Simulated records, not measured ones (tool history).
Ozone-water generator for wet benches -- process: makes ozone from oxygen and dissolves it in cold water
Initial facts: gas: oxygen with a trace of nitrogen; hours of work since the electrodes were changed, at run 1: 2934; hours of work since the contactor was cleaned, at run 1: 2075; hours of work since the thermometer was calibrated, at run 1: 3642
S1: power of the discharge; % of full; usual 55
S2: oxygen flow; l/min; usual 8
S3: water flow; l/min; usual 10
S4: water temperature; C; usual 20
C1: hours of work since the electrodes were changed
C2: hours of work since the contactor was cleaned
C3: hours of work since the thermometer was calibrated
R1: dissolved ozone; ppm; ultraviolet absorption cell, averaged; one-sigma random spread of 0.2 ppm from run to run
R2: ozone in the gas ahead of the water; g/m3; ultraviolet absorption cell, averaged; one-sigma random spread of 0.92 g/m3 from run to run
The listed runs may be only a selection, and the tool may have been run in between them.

run 1 hour=0 | S1=55 S2=8 S3=10 S4=20 | C1=2934 C2=2075 C3=3642 | R1=26.9 R2=143.1
run 2 hour=60.9 | S1=55 S2=8 S3=10 S4=20 | C1=2977 C2=2118 C3=3686 | R1=26.5 R2=143.9
run 3 hour=125 | S1=55 S2=8 S3=10 S4=20 | C1=3023 C2=2164 C3=3732 | R1=26.4 R2=143
run 4 hour=248 | S1=55 S2=8 S3=10 S4=13 | C1=3111 C2=2252 C3=3820 | R1=31.2 R2=143.8
run 5 hour=361.2 | S1=55 S2=4.01 S3=10 S4=20 | C1=3192 C2=2333 C3=3901 | R1=29.7 R2=200.5
run 6 hour=486.8 | S1=55 S2=4.01 S3=10 S4=20 | C1=3282 C2=2423 C3=3991 | R1=29.4 R2=201.9
run 7 hour=561.8 | S1=55 S2=4.01 S3=10 S4=20 | C1=3336 C2=2477 C3=4045 | R1=29.4 R2=201.5
run 8 hour=670.9 | S1=55 S2=4.01 S3=10 S4=20 | C1=3414 C2=2555 C3=4123 | R1=29.3 R2=200.8
run 9 hour=812.5 | S1=93 S2=9.01 S3=9 S4=25 | C1=3516 C2=2657 C3=4224 | R1=30.4 R2=173.5
run 10 hour=938.1 | S1=58 S2=8 S3=10 S4=24 | C1=3606 C2=2747 C3=4314 | R1=24.4 R2=144.3
run 11 hour=1056.2 | S1=58 S2=8 S3=10 S4=24 | C1=3690 C2=2831 C3=4399 | R1=24.4 R2=145.4
run 12 hour=1173.3 | S1=58 S2=8 S3=10 S4=24 | C1=3774 C2=2915 C3=4483 | R1=24.4 R2=143
run 13 hour=1280.1 | S1=97 S2=10.43 S3=13 S4=22 | C1=3851 C2=2992 C3=4559 | R1=28.1 R2=163.5
run 14 hour=1388.8 | S1=97 S2=10.43 S3=13 S4=22 | C1=3929 C2=3069 C3=4637 | R1=27.3 R2=162.6
run 15 hour=1531.8 | S1=97 S2=10.43 S3=13 S4=22 | C1=4031 C2=3172 C3=4740 | R1=27.7 R2=163.6

Here are 5 independent what-if runs from the current tool condition. What would each one return?
run A hour=1655.4 | S1=97 S2=4.93 S3=13 S4=22 | C1=4120 C2=3260 C3=4828 | R1=? R2=?
run B hour=1655.4 | S1=61 S2=10.43 S3=13 S4=22 | C1=4120 C2=3260 C3=4828 | R1=? R2=?
run C hour=1655.4 | S1=56 S2=10.43 S3=13 S4=22 | C1=4120 C2=3260 C3=4828 | R1=? R2=?
run D hour=1655.4 | S1=55 S2=11.36 S3=14 S4=13 | C1=4120 C2=3260 C3=4828 | R1=? R2=?
run E hour=1655.4 | S1=54 S2=7.77 S3=13 S4=17 | C1=4120 C2=3260 C3=4828 | R1=? R2=?

run=A R1=30.8 R2=236
run=B R1=21.7 R2=128.3
run=C R1=20.7 R2=123.1
run=D R1=24.7 R2=117.2
run=E R1=24.4 R2=140.8
Had the tool no hidden state, the same runs would have come out as:
run=A R1=35.7 R2=268.9
run=B R1=24.6 R2=142.4
run=C R1=23.3 R2=135.9
run=D R1=27.7 R2=129.2
run=E R1=27.3 R2=155
